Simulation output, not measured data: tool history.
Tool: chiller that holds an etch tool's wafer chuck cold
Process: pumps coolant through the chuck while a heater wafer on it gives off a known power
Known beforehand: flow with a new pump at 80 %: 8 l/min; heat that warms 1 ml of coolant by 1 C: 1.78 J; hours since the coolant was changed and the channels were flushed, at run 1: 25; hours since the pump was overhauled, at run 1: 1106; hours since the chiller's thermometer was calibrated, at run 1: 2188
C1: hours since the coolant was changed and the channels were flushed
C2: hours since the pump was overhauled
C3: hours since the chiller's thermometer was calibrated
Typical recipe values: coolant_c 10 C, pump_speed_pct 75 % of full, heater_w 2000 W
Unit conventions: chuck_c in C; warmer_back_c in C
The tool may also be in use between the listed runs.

Run 1, hour 0: usual settings; C1 25; C2 1106; C3 2188. Result: chuck_c 28.6 C, warmer_back_c 9.22 C.
Run 2, hour 26: usual settings; C1 51; C2 1132; C3 2214. Result: chuck_c 28.2 C, warmer_back_c 9.2 C.
Run 3, hour 44.3: usual settings; C1 70; C2 1150; C3 2232. Result: chuck_c 28.3 C, warmer_back_c 9.24 C.
Run 4, hour 64.3: usual settings; C1 90; C2 1170; C3 2252. Result: chuck_c 28.5 C, warmer_back_c 9.22 C.
Run 5, hour 91.3: usual settings; C1 117; C2 1197; C3 2279. Result: chuck_c 28.3 C, warmer_back_c 9.32 C.
Run 6, hour 118.4: usual settings but pump_speed_pct 82 % of full; C1 144; C2 1224; C3 2306. Result: chuck_c 27.3 C, warmer_back_c 8.35 C.
Run 7, hour 149.2: usual settings but pump_speed_pct 82 % of full; C1 175; C2 1255; C3 2337. Result: chuck_c 27.4 C, warmer_back_c 8.35 C.
Run 8, hour 172.2: usual settings but pump_speed_pct 82 % of full; C1 198; C2 1278; C3 2360. Result: chuck_c 27.5 C, warmer_back_c 8.34 C.
Run 9, hour 197.5: usual settings but pump_speed_pct 81 % of full; C1 223; C2 1304; C3 2385. Result: chuck_c 27.7 C, warmer_back_c 8.5 C.
Run 10, hour 228: usual settings but pump_speed_pct 81 % of full; C1 253; C2 1334; C3 2416. Result: chuck_c 27.5 C, warmer_back_c 8.49 C.
Run 11, hour 242.1: usual settings; C1 267; C2 1348; C3 2430. Result: chuck_c 28.7 C, warmer_back_c 9.27 C.
Run 12, hour 259.8: usual settings; C1 285; C2 1366; C3 2448. Result: chuck_c 28.4 C, warmer_back_c 9.28 C.
Run 13, hour 276.8: usual settings; C1 302; C2 1383; C3 2465. Result: chuck_c 28.7 C, warmer_back_c 9.21 C.
Run 14, hour 300.1: usual settings; C1 325; C2 1406; C3 2488. Result: chuck_c 28.5 C, warmer_back_c 9.33 C.
Run 15, hour 326.2: usual settings; C1 352; C2 1432; C3 2514. Result: chuck_c 28.7 C, warmer_back_c 9.26 C.
Run 16, hour 356.1: usual settings but pump_speed_pct 72 % of full; C1 382; C2 1462; C3 2544. Result: chuck_c 29.1 C, warmer_back_c 9.69 C.
Run 17, hour 370.5: usual settings but pump_speed_pct 72 % of full; C1 396; C2 1477; C3 2558. Result: chuck_c 29.3 C, warmer_back_c 9.64 C.
Run 18, hour 399.7: usual settings but pump_speed_pct 94 % of full; C1 425; C2 1506; C3 2588. Result: chuck_c 26 C, warmer_back_c 7.21 C.
At hour 402.5: chiller's thermometer calibrated.
Run 19, hour 425.3: usual settings but coolant_c 14 C, pump_speed_pct 79 % of full, heater_w 1131 W; C1 450; C2 1530; C3 23. Result: chuck_c 24.5 C, warmer_back_c 4.99 C.
Run 20, hour 453.3: usual settings but coolant_c 8 C, pump_speed_pct 76 % of full, heater_w 2192 W; C1 478; C2 1558; C3 51. Result: chuck_c 28.5 C, warmer_back_c 9.94 C.
Run 21, hour 478.1: usual settings but coolant_c 19 C, pump_speed_pct 90 % of full, heater_w 1214 W; C1 502; C2 1583; C3 76. Result: chuck_c 29.2 C, warmer_back_c 4.61 C.
Run 22, hour 495.1: usual settings but coolant_c 3 C, pump_speed_pct 90 % of full, heater_w 1292 W; C1 519; C2 1600; C3 93. Result: chuck_c 13.9 C, warmer_back_c 4.83 C.
Run 23, hour 522.6: usual settings but coolant_c 3 C, pump_speed_pct 87 % of full, heater_w 1292 W; C1 547; C2 1628; C3 120. Result: chuck_c 14.2 C, warmer_back_c 5.08 C.
Run 24, hour 544.1: usual settings but pump_speed_pct 63 % of full; C1 568; C2 1649; C3 142. Result: chuck_c 31.4 C, warmer_back_c 11.25 C.
Run 25, hour 562.5: usual settings but pump_speed_pct 63 % of full; C1 587; C2 1668; C3 160. Result: chuck_c 31.3 C, warmer_back_c 11.31 C.
At hour 582.7: chiller's thermometer calibrated, once more.
Run 26, hour 587.7: usual settings but pump_speed_pct 77 % of full, heater_w 1283 W; C1 611; C2 1692; C3 5. Result: chuck_c 21.5 C, warmer_back_c 5.77 C.
Run 27, hour 602: usual settings but pump_speed_pct 77 % of full, heater_w 1283 W; C1 625; C2 1706; C3 19. Result: chuck_c 21.6 C, warmer_back_c 5.74 C.
Run 28, hour 619.9: usual settings but coolant_c 16 C, pump_speed_pct 83 % of full, heater_w 2858 W; C1 643; C2 1724; C3 37. Result: chuck_c 40.5 C, warmer_back_c 11.85 C.
Run 29, hour 638.4: usual settings but coolant_c 4 C, pump_speed_pct 87 % of full, heater_w 1572 W; C1 662; C2 1742; C3 56. Result: chuck_c 17.1 C, warmer_back_c 6.19 C.
Run 30, hour 658: usual settings but coolant_c 9 C, pump_speed_pct 64 % of full, heater_w 1345 W; C1 681; C2 1762; C3 75. Result: chuck_c 22.8 C, warmer_back_c 7.44 C.
Run 31, hour 680: usual settings but coolant_c 9 C, pump_speed_pct 80 % of full, heater_w 1345 W; C1 703; C2 1784; C3 97. Result: chuck_c 21 C, warmer_back_c 5.86 C.

Below are 3 alternative next runs, each starting from the tool's condition after run 31. Predict each:
Run A, hour 693.3: usual settings but pump_speed_pct 87 % of full; C1 717; C2 1797; C3 111. Result: chuck_c ?, warmer_back_c ?.
Run B, hour 693.3: usual settings but pump_speed_pct 72 % of full; C1 717; C2 1797; C3 111. Result: chuck_c ?, warmer_back_c ?.
Run C, hour 693.3: usual settings but coolant_c 19 C, pump_speed_pct 92 % of full, heater_w 1345 W; C1 717; C2 1797; C3 111. Result: chuck_c ?, warmer_back_c ?.

run  chuck_c  warmer_back_c
  A     26.7           7.83
  B     28.8           9.76
  C     29.6           4.99
With the hidden condition removed and each run's random variation left untouched, the same runs would have given:
run  chuck_c  warmer_back_c
  A     26.1           7.64
  B     28.2           9.52
  C     29.3           4.86
